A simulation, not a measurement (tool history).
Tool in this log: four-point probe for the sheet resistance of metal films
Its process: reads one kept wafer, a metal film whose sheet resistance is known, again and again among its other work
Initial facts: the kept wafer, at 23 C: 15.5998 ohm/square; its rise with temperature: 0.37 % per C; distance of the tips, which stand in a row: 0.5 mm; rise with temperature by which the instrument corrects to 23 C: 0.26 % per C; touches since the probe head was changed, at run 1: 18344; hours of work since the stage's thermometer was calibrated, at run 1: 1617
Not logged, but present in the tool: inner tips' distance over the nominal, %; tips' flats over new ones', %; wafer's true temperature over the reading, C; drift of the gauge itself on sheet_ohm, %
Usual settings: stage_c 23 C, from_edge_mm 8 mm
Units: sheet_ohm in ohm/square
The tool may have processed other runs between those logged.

| run | hour | stage_c | from_edge_mm | touches since the probe head was changed | hours of work since the stage's thermometer was calibrated | sheet_ohm |
|---|---|---|---|---|---|---|
| 1 | 0 | 23 | 8 | 18344 | 1617 | 15.62999 |
| 2 | 18.9 | 23 | 8 | 18763 | 1626 | 15.634648 |
| 3 | 57.3 | 23 | 8 | 19618 | 1644 | 15.633293 |
| 4 | 79.2 | 23 | 8 | 20107 | 1654 | 15.628665 |
| 5 | 102.9 | 34 | 8 | 20633 | 1665 | 15.828803 |
| 6 | 140.1 | 34 | 8 | 21459 | 1683 | 15.82573 |
| 7 | 176.7 | 34 | 8 | 22275 | 1700 | 15.834024 |
| 8 | 214.3 | 27 | 8 | 23112 | 1718 | 15.705725 |
| 9 | 235.4 | 27 | 20 | 23581 | 1728 | 15.675847 |
| 10 | 252.3 | 27 | 17 | 23955 | 1736 | 15.679358 |
| 11 | 276.7 | 21 | 9 | 24498 | 1748 | 15.59207 |
| 12 | 301.9 | 18 | 15 | 25059 | 1759 | 15.515961 |
| 13 | 333.2 | 33 | 6 | 25756 | 1774 | 15.835216 |
| 14 | 372.5 | 25 | 6 | 26630 | 1793 | 15.694199 |
| 15 | 408.8 | 20 | 73 | 27438 | 1810 | 15.541686 |
| 16 | 428.2 | 20 | 73 | 27868 | 1819 | 15.5442 |
| 17 | 450.6 | 19 | 13 | 28366 | 1830 | 15.535839 |
| 18 | 484.8 | 21 | 58 | 29127 | 1846 | 15.556537 |
| 19 | 508.7 | 21 | 58 | 29659 | 1857 | 15.560205 |
| 20 | 537.4 | 21 | 46 | 30297 | 1871 | 15.566266 |

Consider 3 possible next runs. They are alternatives, not a sequence: every one starts from the tool as it was left by run 20. What does each give?
| A | 559.3 | 25 | 46 | 30784 | 1881 | ? |
| B | 559.3 | 18 | 46 | 30784 | 1881 | ? |
| C | 559.3 | 24 | 10 | 30784 | 1881 | ? |

| run | sheet_ohm |
|---|---|
| A | 15.642093 |
| B | 15.510043 |
| C | 15.64338 |
The same runs, with their run-to-run variation unchanged, on a tool lacking any hidden condition would have given:
| run | sheet_ohm |
|---|---|
| A | 15.642198 |
| B | 15.510129 |
| C | 15.643482 |
